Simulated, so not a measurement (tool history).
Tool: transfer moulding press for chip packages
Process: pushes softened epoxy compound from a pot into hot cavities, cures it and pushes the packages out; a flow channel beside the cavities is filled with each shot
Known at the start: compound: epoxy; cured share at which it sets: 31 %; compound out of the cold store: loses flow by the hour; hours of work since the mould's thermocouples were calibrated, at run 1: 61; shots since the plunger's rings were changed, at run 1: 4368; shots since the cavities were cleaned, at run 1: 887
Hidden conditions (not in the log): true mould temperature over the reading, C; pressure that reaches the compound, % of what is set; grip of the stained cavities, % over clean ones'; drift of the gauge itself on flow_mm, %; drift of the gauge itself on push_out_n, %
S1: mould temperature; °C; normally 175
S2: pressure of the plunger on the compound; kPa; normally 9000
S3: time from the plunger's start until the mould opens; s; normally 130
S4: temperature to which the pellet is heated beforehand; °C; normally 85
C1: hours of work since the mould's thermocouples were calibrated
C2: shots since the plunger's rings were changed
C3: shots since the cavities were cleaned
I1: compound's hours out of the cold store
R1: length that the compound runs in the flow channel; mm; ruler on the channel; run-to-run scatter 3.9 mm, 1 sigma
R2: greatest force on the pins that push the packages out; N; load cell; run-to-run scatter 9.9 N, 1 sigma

run    hour   S1    S2   S3  S4   C1    C2    C3    I1   R1    R2
  1     0.0  175  9000  130  85   61  4368   887  45.3  539   937
       25.3  -- cavities cleaned with cleaning compound and waxed
  2    49.4  175  9000  130  88   91  4817   226  43.1  537  1197
       60.8  -- plunger's sealing rings changed
  3   119.6  175  9000  130  89  135   552   862  41.7  573  1113
      150.5  -- cavities cleaned with cleaning compound and waxed
  4   176.3  175  9000  168  85  170  1070   243  47.2  560   562
  5   246.8  175  9000  168  85  216  1732   905  19.2  596   817
      266.7  -- cavities cleaned with cleaning compound and waxed
  6   339.7  175  9000  130  85  274  2590   685  31.2  575   849
      386.3  -- cavities cleaned with cleaning compound and waxed
  7   425.5  172  9000  130  85  329  3381   368  22.2  589   936
      506.5  -- cavities cleaned with cleaning compound and waxed
  8   521.0  172  9000  130  85  389  4264   137   8.9  598   757
      550.1  -- cavities cleaned with cleaning compound and waxed, once more
  9   562.3  175  9000  130  91  414  4638   116  38.0  550   593
      592.0  -- plunger's sealing rings changed
 10   648.5  175  9000  130  86  468   530   901  43.2  568   966
      669.8  -- cavities cleaned with cleaning compound and waxed
      691.7  -- mould's thermocouples calibrated
 11   696.8  169  9000  130  85    3   951   235  22.5  607   957
 12   775.4  169  9000  130  85   54  1688   972  16.6  610  1486
      790.7  -- cavities cleaned with cleaning compound and waxed
 13   820.8  169  9000  130  78   82  2100   282  34.1  588  1066
      908.0  -- cavities cleaned with cleaning compound and waxed
 14   908.0  175  9000  130  85  137  2905     0   9.6  598   461
 15   983.7  170  9000  130  85  186  3615   710  38.8  567  1234
     1029.6  -- cavities cleaned with cleaning compound and waxed
 16  1074.3  175  8090  130  89  243  4452   420  36.8  524   779
     1120.7  -- plunger's sealing rings changed
 17  1140.9  171  7820  111  86  284   189  1021  40.6  550  1693
     1149.0  -- cavities cleaned with cleaning compound and waxed
 18  1189.9  171  7820  111  86  315   636   384  47.4  534  1316
 19  1244.6  171  7820  111  86  350  1149   897  36.6  549  1715
     1267.8  -- cavities cleaned with cleaning compound and waxed
 20  1299.1  171  8280  111  86  384  1647   294  10.8  588  1394
     1385.3  -- cavities cleaned with cleaning compound and waxed
 21  1393.6  172  8280  111  79  443  2520    78  12.4  586   937
 22  1466.1  172  8280  111  79  490  3201   759  40.5  545  1506

What will run 23 give?
     1473.6  -- mould's thermocouples calibrated
     1505.5  -- cavities cleaned with cleaning compound and waxed
 23  1560.7  172  8280  111  79  55  4056  518  42.8   ?   ?

R1: 530 mm
R2: 1410 N
Had the tool carried no hidden state, the very same run would have given R1 556 mm, R2 759 N.

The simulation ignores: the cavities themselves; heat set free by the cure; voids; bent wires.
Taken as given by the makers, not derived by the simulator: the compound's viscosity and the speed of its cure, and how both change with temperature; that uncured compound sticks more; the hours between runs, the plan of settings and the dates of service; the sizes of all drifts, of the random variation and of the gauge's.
